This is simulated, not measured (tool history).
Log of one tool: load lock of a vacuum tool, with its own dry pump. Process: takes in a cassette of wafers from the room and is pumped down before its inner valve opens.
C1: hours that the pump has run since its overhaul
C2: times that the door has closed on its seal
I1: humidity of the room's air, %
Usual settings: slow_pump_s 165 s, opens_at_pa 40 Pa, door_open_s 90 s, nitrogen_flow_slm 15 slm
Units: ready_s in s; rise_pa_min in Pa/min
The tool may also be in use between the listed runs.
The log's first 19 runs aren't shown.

run 20 hour=1406.4 | slow_pump_s=219 opens_at_pa=40 door_open_s=49 nitrogen_flow_slm=15 | C1=9552 C2=6134 | I1=41.5 | ready_s=296.1 rise_pa_min=0.033
run 21 hour=1462.9 | slow_pump_s=219 opens_at_pa=40 door_open_s=49 nitrogen_flow_slm=15 | C1=9609 C2=6213 | I1=40 | ready_s=293.8 rise_pa_min=0.028
run 22 hour=1557.2 | slow_pump_s=219 opens_at_pa=40 door_open_s=49 nitrogen_flow_slm=15 | C1=9703 C2=6345 | I1=46.6 | ready_s=294.8 rise_pa_min=0.035
run 23 hour=1622.5 | slow_pump_s=219 opens_at_pa=40 door_open_s=49 nitrogen_flow_slm=15 | C1=9768 C2=6437 | I1=45.9 | ready_s=295.8 rise_pa_min=0.036
run 24 hour=1727.2 | slow_pump_s=165 opens_at_pa=33 door_open_s=115 nitrogen_flow_slm=4 | C1=9873 C2=6584 | I1=43.3 | ready_s=256 rise_pa_min=0.069
run 25 hour=1812.4 | slow_pump_s=165 opens_at_pa=69 door_open_s=90 nitrogen_flow_slm=42 | C1=9958 C2=6704 | I1=44.1 | ready_s=246.4 rise_pa_min=0.039
run 26 hour=1894.8 | slow_pump_s=147 opens_at_pa=41 door_open_s=83 nitrogen_flow_slm=5 | C1=10040 C2=6819 | I1=43.6 | ready_s=241.9 rise_pa_min=0.056
run 27 hour=1966.3 | slow_pump_s=147 opens_at_pa=41 door_open_s=83 nitrogen_flow_slm=5 | C1=10112 C2=6920 | I1=44.2 | ready_s=239.7 rise_pa_min=0.059
run 28 hour=2068.9 | slow_pump_s=147 opens_at_pa=41 door_open_s=83 nitrogen_flow_slm=5 | C1=10215 C2=7064 | I1=44.9 | ready_s=243.2 rise_pa_min=0.055
run 29 hour=2163.1 | slow_pump_s=105 opens_at_pa=41 door_open_s=225 nitrogen_flow_slm=5 | C1=10309 C2=7196 | I1=46.6 | ready_s=205.9 rise_pa_min=0.108
run 30 hour=2261.5 | slow_pump_s=105 opens_at_pa=41 door_open_s=225 nitrogen_flow_slm=24 | C1=10407 C2=7334 | I1=42.5 | ready_s=208.1 rise_pa_min=0.063
run 31 hour=2355 | slow_pump_s=105 opens_at_pa=41 door_open_s=225 nitrogen_flow_slm=24 | C1=10501 C2=7465 | I1=45.1 | ready_s=208.8 rise_pa_min=0.067
run 32 hour=2406.5 | slow_pump_s=105 opens_at_pa=29 door_open_s=52 nitrogen_flow_slm=4 | C1=10552 C2=7538 | I1=41.5 | ready_s=216.3 rise_pa_min=0.048
run 33 hour=2465.2 | slow_pump_s=292 opens_at_pa=80 door_open_s=27 nitrogen_flow_slm=8 | C1=10611 C2=7620 | I1=45.1 | ready_s=337.9 rise_pa_min=0.034
run 34 hour=2540.9 | slow_pump_s=112 opens_at_pa=48 door_open_s=27 nitrogen_flow_slm=8 | C1=10687 C2=7726 | I1=46.1 | ready_s=211.3 rise_pa_min=0.033
run 35 hour=2595.3 | slow_pump_s=112 opens_at_pa=48 door_open_s=27 nitrogen_flow_slm=8 | C1=10741 C2=7803 | I1=46 | ready_s=213 rise_pa_min=0.038
run 36 hour=2641.1 | slow_pump_s=112 opens_at_pa=48 door_open_s=27 nitrogen_flow_slm=8 | C1=10787 C2=7867 | I1=45.7 | ready_s=209.6 rise_pa_min=0.027

Forecast each of these 3 alternatives for the next run:
run A hour=2687.4 | slow_pump_s=299 opens_at_pa=48 door_open_s=56 nitrogen_flow_slm=7 | C1=10833 C2=7932 | I1=43.8 | ready_s=? rise_pa_min=?
run B hour=2687.4 | slow_pump_s=243 opens_at_pa=32 door_open_s=27 nitrogen_flow_slm=8 | C1=10833 C2=7932 | I1=44.8 | ready_s=? rise_pa_min=?
run C hour=2687.4 | slow_pump_s=219 opens_at_pa=77 door_open_s=90 nitrogen_flow_slm=15 | C1=10833 C2=7932 | I1=46 | ready_s=? rise_pa_min=?

run=A ready_s=353 rise_pa_min=0.048
run=B ready_s=317.1 rise_pa_min=0.039
run=C ready_s=282.6 rise_pa_min=0.048
Without the tool's hidden state the same runs would have given:
run=A ready_s=347 rise_pa_min=0.03
run=B ready_s=308.7 rise_pa_min=0.021
run=C ready_s=275.4 rise_pa_min=0.03
